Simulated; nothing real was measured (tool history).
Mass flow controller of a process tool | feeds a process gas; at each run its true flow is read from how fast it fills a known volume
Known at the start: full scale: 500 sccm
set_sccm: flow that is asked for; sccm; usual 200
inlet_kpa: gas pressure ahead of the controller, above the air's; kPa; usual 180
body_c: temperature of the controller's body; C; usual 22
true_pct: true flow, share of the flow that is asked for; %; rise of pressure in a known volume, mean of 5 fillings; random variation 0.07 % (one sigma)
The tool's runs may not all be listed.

run	day	set_sccm	inlet_kpa	body_c	true_pct
1	0.000	200	180	22	101.49
2	2.121	200	180	24	101.62
3	4.579	200	180	24	101.71
4	7.479	200	180	24	101.55
5	10.038	200	180	24	101.60
6	11.546	200	180	24	101.72
7	13.396	115	180	24	102.54
8	15.021	115	180	24	102.25
9	17.238	115	180	24	102.38
10	19.079	200	180	22	101.62
11	21.546	227	180	22	101.51
12	24.588	227	180	22	101.60
13	27.533	227	180	22	101.76
14	28.938	200	180	22	101.63
15	30.688	475	180	22	102.16
16	33.712	475	180	22	102.24
17	35.950	475	180	22	102.23
18	38.921	475	180	22	102.22
19	40.858	475	180	22	102.33
20	42.788	135	180	22	102.14
21	44.283	135	180	22	102.29
22	47.096	200	180	22	101.75
23	49.562	200	180	22	101.80
24	52.008	200	180	22	101.80
25	55.262	200	180	22	101.78
26	58.712	200	180	22	101.81
27	61.646	200	220	22	101.66
28	63.733	200	190	26	102.17
29	66.179	146	147	21	102.20
30	68.546	146	147	21	102.39
31	70.254	200	251	35	102.26
32	72.517	200	251	35	102.23
33	75.500	200	180	25	102.11
34	77.588	100	180	25	103.22
35	80.379	100	180	25	103.29
36	82.333	303	235	24	101.78
37	85.079	303	235	24	101.73
38	86.979	303	235	24	101.88
39	89.200	303	235	24	101.73
40	92.358	93	180	21	103.27
41	93.950	124	180	22	102.71
42	96.146	124	180	22	102.68
43	98.338	124	180	22	102.77
44	100.904	115	180	36	103.69
45	102.946	115	180	36	103.75
46	105.642	200	247	28	102.14
47	108.254	200	244	20	101.70

The same runs without the tool's hidden state, with the same run-to-run variation:
The hidden state here: flow at rest that the sensor doesn't see, % of full scale; true flow over the shown one, %; drift of the gauge itself on true_pct, %.
run	true_pct
1	98.38
2	98.48
3	98.56
4	98.39
5	98.41
6	98.52
7	98.24
8	97.95
9	98.06
10	98.37
11	98.43
12	98.50
13	98.64
14	98.32
15	99.72
16	99.78
17	99.76
18	99.74
19	99.84
20	97.99
21	98.13
22	98.33
23	98.36
24	98.34
25	98.30
26	98.31
27	98.14
28	98.63
29	98.06
30	98.22
31	98.68
32	98.64
33	98.50
34	97.94
35	97.98
36	98.69
37	98.63
38	98.77
39	98.61
40	97.59
41	97.93
42	97.89
43	97.96
44	98.63
45	98.68
46	98.33
47	97.87
